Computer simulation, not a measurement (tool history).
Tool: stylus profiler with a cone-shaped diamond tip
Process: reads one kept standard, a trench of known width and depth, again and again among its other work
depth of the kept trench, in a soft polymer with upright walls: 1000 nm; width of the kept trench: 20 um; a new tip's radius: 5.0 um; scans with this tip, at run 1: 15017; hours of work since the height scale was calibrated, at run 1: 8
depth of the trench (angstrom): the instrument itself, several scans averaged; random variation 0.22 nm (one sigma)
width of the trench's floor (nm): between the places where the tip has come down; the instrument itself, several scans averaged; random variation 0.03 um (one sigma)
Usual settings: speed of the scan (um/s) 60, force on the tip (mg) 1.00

| run | hour | speed of the scan (um/s) | force on the tip (mg) | scans with this tip | hours of work since the height scale was calibrated | depth of the trench (angstrom) | width of the trench's floor (nm) |
|---|---|---|---|---|---|---|---|
| 1 | 0.0 | 60 | 1.00 | 15017 | 8 | 10057.5 | 12970 |
| 2 | 28.2 | 60 | 1.00 | 15233 | 24 | 10057.6 | 13000 |
| 3 | 93.3 | 60 | 1.00 | 15733 | 60 | 10055.3 | 12960 |
| 4 | 161.5 | 60 | 1.00 | 16255 | 99 | 10055.1 | 12910 |
| 5 | 204.5 | 60 | 1.00 | 16585 | 123 | 10058.2 | 12910 |
| 6 | 264.7 | 60 | 1.00 | 17047 | 157 | 10055.3 | 12900 |
| 7 | 308.1 | 60 | 1.00 | 17379 | 181 | 10055.9 | 12820 |
| 8 | 342.2 | 60 | 1.00 | 17641 | 201 | 10057.0 | 12780 |
| 9 | 387.3 | 60 | 1.00 | 17987 | 226 | 10052.4 | 12830 |
| 10 | 441.5 | 60 | 1.00 | 18402 | 256 | 10049.2 | 12760 |
| 11 | 494.4 | 60 | 1.00 | 18808 | 286 | 10048.1 | 12780 |
| 12 | 533.9 | 60 | 1.15 | 19110 | 308 | 10055.4 | 12750 |
| 13 | 567.7 | 60 | 1.00 | 19370 | 327 | 10046.9 | 12730 |
| 14 | 603.3 | 60 | 2.81 | 19642 | 348 | 10113.7 | 12830 |
| 15 | 645.0 | 60 | 2.81 | 19962 | 371 | 10109.3 | 12830 |
| 16 | 702.0 | 188 | 1.00 | 20399 | 403 | 10045.4 | 12160 |
| 17 | 754.8 | 188 | 1.00 | 20804 | 433 | 10041.1 | 12140 |
| 18 | 790.8 | 82 | 0.90 | 21080 | 453 | 10037.0 | 12530 |
| 19 | 856.5 | 82 | 0.90 | 21584 | 490 | 10034.9 | 12500 |
| 20 | 900.7 | 25 | 0.40 | 21922 | 515 | 10008.8 | 12730 |
| 21 | 958.0 | 28 | 0.64 | 22362 | 547 | 10021.6 | 12680 |
| 22 | 1010.1 | 33 | 1.37 | 22761 | 577 | 10054.3 | 12670 |
| 23 | 1067.3 | 33 | 2.58 | 23200 | 609 | 10091.2 | 12680 |
| 24 | 1104.1 | 33 | 2.58 | 23482 | 629 | 10095.1 | 12670 |
| 25 | 1161.8 | 33 | 2.58 | 23925 | 662 | 10091.4 | 12640 |
| 26 | 1207.8 | 33 | 2.58 | 24277 | 688 | 10090.9 | 12670 |
| 27 | 1268.1 | 33 | 2.58 | 24739 | 722 | 10090.4 | 12630 |
| 28 | 1303.6 | 83 | 1.00 | 25012 | 742 | 10036.3 | 12340 |

Forecast each of these 5 alternatives for the next run:
| A | 1352.8 | 18 | 1.00 | 25389 | 769 | ? | ? |
| B | 1352.8 | 184 | 1.15 | 25389 | 769 | ? | ? |
| C | 1352.8 | 135 | 1.00 | 25389 | 769 | ? | ? |
| D | 1352.8 | 84 | 1.00 | 25389 | 769 | ? | ? |
| E | 1352.8 | 37 | 0.34 | 25389 | 769 | ? | ? |

| run | depth of the trench (angstrom) | width of the trench's floor (nm) |
|---|---|---|
| A | 10032.3 | 12510 |
| B | 10034.1 | 11990 |
| C | 10027.2 | 12120 |
| D | 10027.5 | 12310 |
| E | 9996.5 | 12440 |
Without the tool's hidden state the same runs would have given:
| run | depth of the trench (angstrom) | width of the trench's floor (nm) |
|---|---|---|
| A | 10069.8 | 13860 |
| B | 10071.6 | 13340 |
| C | 10064.7 | 13470 |
| D | 10065.0 | 13660 |
| E | 10033.9 | 13790 |
